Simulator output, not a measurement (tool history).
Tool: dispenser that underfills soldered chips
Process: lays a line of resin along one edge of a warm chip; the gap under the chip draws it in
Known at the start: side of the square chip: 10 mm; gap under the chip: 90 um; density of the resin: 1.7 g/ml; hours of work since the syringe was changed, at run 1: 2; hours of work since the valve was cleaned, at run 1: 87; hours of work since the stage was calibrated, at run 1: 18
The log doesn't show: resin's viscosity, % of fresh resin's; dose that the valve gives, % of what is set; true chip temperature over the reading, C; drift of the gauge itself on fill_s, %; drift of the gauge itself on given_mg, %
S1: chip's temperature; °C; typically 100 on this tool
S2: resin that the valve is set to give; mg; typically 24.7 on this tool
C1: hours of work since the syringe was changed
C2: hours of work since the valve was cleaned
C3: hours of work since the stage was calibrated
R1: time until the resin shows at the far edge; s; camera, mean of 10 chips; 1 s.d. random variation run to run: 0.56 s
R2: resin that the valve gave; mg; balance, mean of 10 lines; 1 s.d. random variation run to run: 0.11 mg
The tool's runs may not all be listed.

run   hour   S1    S2  C1  C2   C3    R1     R2
  1      0  100  24.7   2  87   18  51.9  23.24
       5.5  -- new syringe of resin
  2    7.3  100  24.7   1  92   23  50.7  22.98
      12.7  -- new syringe of resin
      13.7  -- dispensing valve cleaned and set on the balance
  3   14.2  100  24.7   0   0   27  48.4  24.48
  4   17.3  100  24.7   3   3   30  55.7  24.39
      20.8  -- new syringe of resin
  5   22.6  100  24.7   1   7   34  51.2   24.2
  6     27  100  21.6   5  10   37  65.8  21.36
      28.2  -- new syringe of resin
  7   33.7  100  21.6   4  15   42  60.7  21.42
      35.3  -- new syringe of resin
  8   37.6  100  21.6   2  18   44  53.4  21.24
  9   40.6  100  24.7   4  20   47  59.8   24.2
      42.6  -- new syringe of resin
 10   44.9  100  24.7   2  23   50  52.2  24.08
      49.8  -- new syringe of resin
 11   50.1  100  21.2   0  27   54  48.7  20.69
 12   53.8  107  21.2   3  29   56    42  20.86
      56.9  -- new syringe of resin
 13   57.1  107  21.2   0  32   59  36.4  20.57
 14   61.1  104  24.7   3  35   62  48.1  23.93
      64.1  -- new syringe of resin
 15   64.9  113  24.7   1  37   64    28  23.92
      71.4  -- new syringe of resin
 16   71.8  113  24.7   0  42   69  26.1  23.68
 17   77.5  111  24.7   5  47   74    38  23.74
      78.4  -- new syringe of resin
 18   81.2   98  22.5   2  49   76  60.7  21.29
      85.4  -- new syringe of resin
 19   86.9  110  31.1   1  53   80  31.7  29.76
      92.4  -- new syringe of resin
 20   93.7  110  31.1   1  58   85  31.5  29.75
      99.4  -- new syringe of resin
 21    101   93  31.1   1  64   91  68.7  29.55
 22  105.2  107    21   4  67   94    47  20.07
     106.4  -- new syringe of resin
 23    112  114  26.9   4  72   99  31.5  25.64
     113.6  -- new syringe of resin
 24  116.2   92  23.4   2  75  102  76.5  22.03
 25  120.1   94    26   5  78  105  81.3  24.49
     120.7  -- new syringe of resin
 26  125.2  111  27.4   3  81  108  35.2  25.68
     128.1  -- new syringe of resin
 27  129.6   90  31.3   1  85  112  77.7  29.27
     135.1  -- new syringe of resin
 28  135.1  111  24.7   0  89  115  29.3  23.19
 29  138.4   92    29   3  91  118  76.7  26.97
     142.4  -- new syringe of resin
 30  144.7  100  25.9   2  96  123  51.3  23.92
     146.3  -- dispensing valve cleaned and set on the balance
     150.5  -- new syringe of resin
 31  151.1   99  24.1   1   3  126  49.8  24.12
     157.6  -- new syringe of resin
 32  158.4  102  28.3   1   9  132  42.2  28.37
 33  163.1  106  28.8   4  12  135  44.6   28.8
     164.6  -- new syringe of resin
 34  168.4  104  22.8   3  16  139  46.6  22.62

How would selected steps in R1 from run to run divide? Give the signed amount a tool lacking its hidden state would still show from settings, what came in and random variation, and the signed amount left for the hidden state, including any gauge scatter that is not in both of the compared results.
Run 5 -> 6: S2 24.7 -> 21.6. R1 +14.6 s: hidden state +12.1, all else +2.5.
Run 24 -> 25: S1 92 -> 94, S2 23.4 -> 26. R1 +4.8 s: hidden state +12.4, all else -7.6.
Run 25 -> 26: S1 94 -> 111, S2 26 -> 27.4, new syringe of resin. R1 -46.1 s: hidden state -14.1, all else -32.
Run 27 -> 28: S1 90 -> 111, S2 31.3 -> 24.7, new syringe of resin. R1 -48.4 s: hidden state -2.7, all else -45.7.
Run 28 -> 29: S1 111 -> 92, S2 24.7 -> 29. R1 +47.4 s: hidden state +9.9, all else +37.5.

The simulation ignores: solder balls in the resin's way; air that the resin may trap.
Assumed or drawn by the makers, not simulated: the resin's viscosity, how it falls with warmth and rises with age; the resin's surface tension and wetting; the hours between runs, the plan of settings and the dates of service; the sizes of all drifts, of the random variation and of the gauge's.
